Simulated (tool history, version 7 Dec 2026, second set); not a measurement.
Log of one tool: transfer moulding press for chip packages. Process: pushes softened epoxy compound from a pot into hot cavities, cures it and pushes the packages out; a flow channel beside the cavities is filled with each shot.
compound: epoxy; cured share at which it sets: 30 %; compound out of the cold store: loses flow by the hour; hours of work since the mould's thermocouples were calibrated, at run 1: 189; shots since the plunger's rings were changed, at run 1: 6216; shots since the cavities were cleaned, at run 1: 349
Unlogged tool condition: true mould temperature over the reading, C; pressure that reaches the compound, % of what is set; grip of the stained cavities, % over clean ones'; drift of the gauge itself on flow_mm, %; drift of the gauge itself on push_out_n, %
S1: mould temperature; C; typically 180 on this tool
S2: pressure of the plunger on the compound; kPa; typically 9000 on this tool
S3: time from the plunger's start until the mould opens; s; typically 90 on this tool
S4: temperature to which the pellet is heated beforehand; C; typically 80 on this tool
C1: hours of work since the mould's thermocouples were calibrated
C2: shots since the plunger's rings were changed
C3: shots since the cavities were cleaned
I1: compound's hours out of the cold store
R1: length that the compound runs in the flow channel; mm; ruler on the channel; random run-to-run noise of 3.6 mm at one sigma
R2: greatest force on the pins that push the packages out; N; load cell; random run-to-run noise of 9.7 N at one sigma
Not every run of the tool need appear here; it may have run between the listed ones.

run	hour	S1	S2	S3	S4	C1	C2	C3	I1	R1	R2
1	0	180	9000	90	80	189	6216	349	42	567	686
# hour 40.2: plunger's sealing rings changed
2	41.2	180	9000	90	80	207	10	729	36.9	625	840
# hour 77.1: cavities cleaned with cleaning compound and waxed
3	86.6	180	9000	94	80	227	441	93	10.8	727	488
4	124.2	180	9000	105	80	244	810	462	29	649	646
5	165.8	180	9000	90	80	263	1218	870	31.3	642	836
# hour 187.4: cavities cleaned with cleaning compound and waxed
6	201.3	180	9000	90	80	278	1552	137	22.5	674	544
7	251.8	180	9000	90	80	301	2048	633	31.7	634	781
8	282.6	180	9000	90	80	315	2350	935	11.6	713	892
# hour 299.5: cavities cleaned with cleaning compound and waxed
9	313.5	180	9000	115	80	329	2638	137	17.4	687	488
10	342.7	180	9000	90	86	342	2925	424	40.7	593	699
11	383.3	180	9000	90	86	360	3323	822	45.6	577	809
# hour 411.6: cavities cleaned with cleaning compound and waxed
12	411.8	180	9000	90	86	373	3589	2	36.7	602	444
13	459.5	180	9000	90	80	394	4057	470	36.1	608	702
14	490.7	180	9000	90	80	409	4363	776	31.2	621	820
# hour 522.9: cavities cleaned with cleaning compound and waxed
15	544.7	178	10830	125	83	433	4878	214	38.3	666	523
16	606.2	187	8070	84	80	461	5481	817	8	653	775

Run 17 is up next; what results do you expect?
# hour 636.5: cavities cleaned with cleaning compound and waxed
17	646	180	9000	129	72	478	5857	93	41.2	?	?

Logged for run 17: R1 582 mm, R2 455 N.
Had the tool carried no hidden state, the very same run would have given R1 613 mm, R2 385 N.
